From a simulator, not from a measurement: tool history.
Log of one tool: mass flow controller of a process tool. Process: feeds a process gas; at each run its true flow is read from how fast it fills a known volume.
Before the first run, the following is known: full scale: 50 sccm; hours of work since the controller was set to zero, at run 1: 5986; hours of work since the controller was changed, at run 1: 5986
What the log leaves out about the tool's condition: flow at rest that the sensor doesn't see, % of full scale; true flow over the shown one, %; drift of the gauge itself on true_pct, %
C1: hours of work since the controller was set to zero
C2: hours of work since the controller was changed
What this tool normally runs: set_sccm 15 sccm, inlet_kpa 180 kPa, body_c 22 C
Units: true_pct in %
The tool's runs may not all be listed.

run 1 day=0 | set_sccm=15 inlet_kpa=180 body_c=22 | C1=5986 C2=5986 | true_pct=98.86
run 2 day=11.396 | set_sccm=15 inlet_kpa=180 body_c=22 | C1=6110 C2=6110 | true_pct=98.82
run 3 day=22.558 | set_sccm=15 inlet_kpa=180 body_c=22 | C1=6233 C2=6233 | true_pct=99.12
run 4 day=32.138 | set_sccm=15 inlet_kpa=180 body_c=22 | C1=6338 C2=6338 | true_pct=99.09
run 5 day=46.538 | set_sccm=15 inlet_kpa=180 body_c=22 | C1=6495 C2=6495 | true_pct=99.15
-- day=59.3 controller's zero set anew
run 6 day=59.838 | set_sccm=15 inlet_kpa=180 body_c=22 | C1=6 C2=6641 | true_pct=99.25
run 7 day=70.138 | set_sccm=20 inlet_kpa=180 body_c=22 | C1=119 C2=6754 | true_pct=99.56
run 8 day=77.208 | set_sccm=20 inlet_kpa=180 body_c=22 | C1=196 C2=6831 | true_pct=99.72
run 9 day=88.908 | set_sccm=15 inlet_kpa=180 body_c=22 | C1=324 C2=6959 | true_pct=99.46
run 10 day=98.629 | set_sccm=15 inlet_kpa=180 body_c=22 | C1=431 C2=7066 | true_pct=99.64
run 11 day=105.25 | set_sccm=15 inlet_kpa=180 body_c=22 | C1=503 C2=7138 | true_pct=99.64
run 12 day=114.442 | set_sccm=15 inlet_kpa=180 body_c=22 | C1=604 C2=7239 | true_pct=99.7
run 13 day=122.483 | set_sccm=15 inlet_kpa=180 body_c=22 | C1=692 C2=7327 | true_pct=99.79
run 14 day=136.642 | set_sccm=15 inlet_kpa=180 body_c=22 | C1=847 C2=7482 | true_pct=99.98
run 15 day=151.267 | set_sccm=15 inlet_kpa=180 body_c=22 | C1=1007 C2=7642 | true_pct=100.03
run 16 day=158.175 | set_sccm=15 inlet_kpa=180 body_c=22 | C1=1083 C2=7718 | true_pct=100.26
-- day=170.029 gauge calibrated
run 17 day=170.029 | set_sccm=15 inlet_kpa=180 body_c=22 | C1=1213 C2=7848 | true_pct=98.8
run 18 day=182.667 | set_sccm=15 inlet_kpa=180 body_c=22 | C1=1351 C2=7986 | true_pct=98.82
run 19 day=195.404 | set_sccm=15 inlet_kpa=181 body_c=22 | C1=1491 C2=8126 | true_pct=98.78
run 20 day=209.271 | set_sccm=15 inlet_kpa=181 body_c=22 | C1=1643 C2=8278 | true_pct=99.03
run 21 day=223.496 | set_sccm=15 inlet_kpa=181 body_c=22 | C1=1799 C2=8434 | true_pct=99.23
run 22 day=234.283 | set_sccm=15 inlet_kpa=181 body_c=22 | C1=1917 C2=8552 | true_pct=99.27
run 23 day=242.733 | set_sccm=15 inlet_kpa=144 body_c=22 | C1=2009 C2=8644 | true_pct=99.76
run 24 day=256.288 | set_sccm=5 inlet_kpa=156 body_c=23 | C1=2158 C2=8793 | true_pct=99.42
run 25 day=266.329 | set_sccm=5 inlet_kpa=156 body_c=23 | C1=2268 C2=8903 | true_pct=99.43
run 26 day=272.675 | set_sccm=17 inlet_kpa=230 body_c=32 | C1=2337 C2=8972 | true_pct=99.85
run 27 day=280.867 | set_sccm=12 inlet_kpa=183 body_c=26 | C1=2427 C2=9062 | true_pct=99.8
run 28 day=290.658 | set_sccm=15 inlet_kpa=146 body_c=23 | C1=2534 C2=9169 | true_pct=100.18
run 29 day=301.854 | set_sccm=19 inlet_kpa=166 body_c=40 | C1=2657 C2=9292 | true_pct=101
run 30 day=312.767 | set_sccm=15 inlet_kpa=180 body_c=25 | C1=2776 C2=9411 | true_pct=100.2
run 31 day=323.504 | set_sccm=10 inlet_kpa=222 body_c=28 | C1=2894 C2=9529 | true_pct=99.91
run 32 day=338.038 | set_sccm=15 inlet_kpa=180 body_c=22 | C1=3053 C2=9688 | true_pct=100.19
run 33 day=349.392 | set_sccm=13 inlet_kpa=163 body_c=39 | C1=3178 C2=9813 | true_pct=101.25
run 34 day=355.9 | set_sccm=30 inlet_kpa=163 body_c=39 | C1=3249 C2=9884 | true_pct=101.97
-- day=365.888 controller exchanged for a calibrated one
run 35 day=369.346 | set_sccm=30 inlet_kpa=163 body_c=39 | C1=38 C2=38 | true_pct=101.92
run 36 day=376.942 | set_sccm=30 inlet_kpa=165 body_c=39 | C1=121 C2=121 | true_pct=101.95
run 37 day=385.721 | set_sccm=30 inlet_kpa=165 body_c=39 | C1=217 C2=217 | true_pct=102.05
run 38 day=395.512 | set_sccm=32 inlet_kpa=219 body_c=27 | C1=325 C2=325 | true_pct=101.44
run 39 day=405.55 | set_sccm=32 inlet_kpa=219 body_c=27 | C1=434 C2=434 | true_pct=101.44
run 40 day=415.746 | set_sccm=20 inlet_kpa=219 body_c=29 | C1=546 C2=546 | true_pct=101.31
run 41 day=428.817 | set_sccm=20 inlet_kpa=219 body_c=29 | C1=689 C2=689 | true_pct=101.3
run 42 day=439.142 | set_sccm=15 inlet_kpa=185 body_c=30 | C1=802 C2=802 | true_pct=101.38
run 43 day=445.162 | set_sccm=15 inlet_kpa=185 body_c=30 | C1=868 C2=868 | true_pct=101.59
run 44 day=456.625 | set_sccm=17 inlet_kpa=204 body_c=27 | C1=994 C2=994 | true_pct=101.47
run 45 day=464.192 | set_sccm=47 inlet_kpa=204 body_c=25 | C1=1077 C2=1077 | true_pct=102.53
run 46 day=470.467 | set_sccm=47 inlet_kpa=204 body_c=25 | C1=1146 C2=1146 | true_pct=102.74

Measured minus without-hidden-state, run by run (identical run-to-run variation in each term; gauge scatter may differ):
run=1 true_pct=+0.01
run=2 true_pct=+0.12
run=3 true_pct=+0.22
run=4 true_pct=+0.3
run=5 true_pct=+0.44
run=6 true_pct=+0.55
run=7 true_pct=+0.64
run=8 true_pct=+0.71
run=9 true_pct=+0.82
run=10 true_pct=+0.9
run=11 true_pct=+0.96
run=12 true_pct=+1.05
run=13 true_pct=+1.12
run=14 true_pct=+1.26
run=15 true_pct=+1.38
run=16 true_pct=+1.45
run=17 true_pct=+0.01
run=18 true_pct=+0.12
run=19 true_pct=+0.24
run=20 true_pct=+0.36
run=21 true_pct=+0.5
run=22 true_pct=+0.59
run=23 true_pct=+0.67
run=24 true_pct=+0.81
run=25 true_pct=+0.89
run=26 true_pct=+0.94
run=27 true_pct=+1.02
run=28 true_pct=+1.12
run=29 true_pct=+1.23
run=30 true_pct=+1.31
run=31 true_pct=+1.41
run=32 true_pct=+1.54
run=33 true_pct=+1.66
run=34 true_pct=+1.73
run=35 true_pct=+1.85
run=36 true_pct=+1.91
run=37 true_pct=+1.99
run=38 true_pct=+2.07
run=39 true_pct=+2.16
run=40 true_pct=+2.25
run=41 true_pct=+2.36
run=42 true_pct=+2.46
run=43 true_pct=+2.52
run=44 true_pct=+2.62
run=45 true_pct=+2.71
run=46 true_pct=+2.77
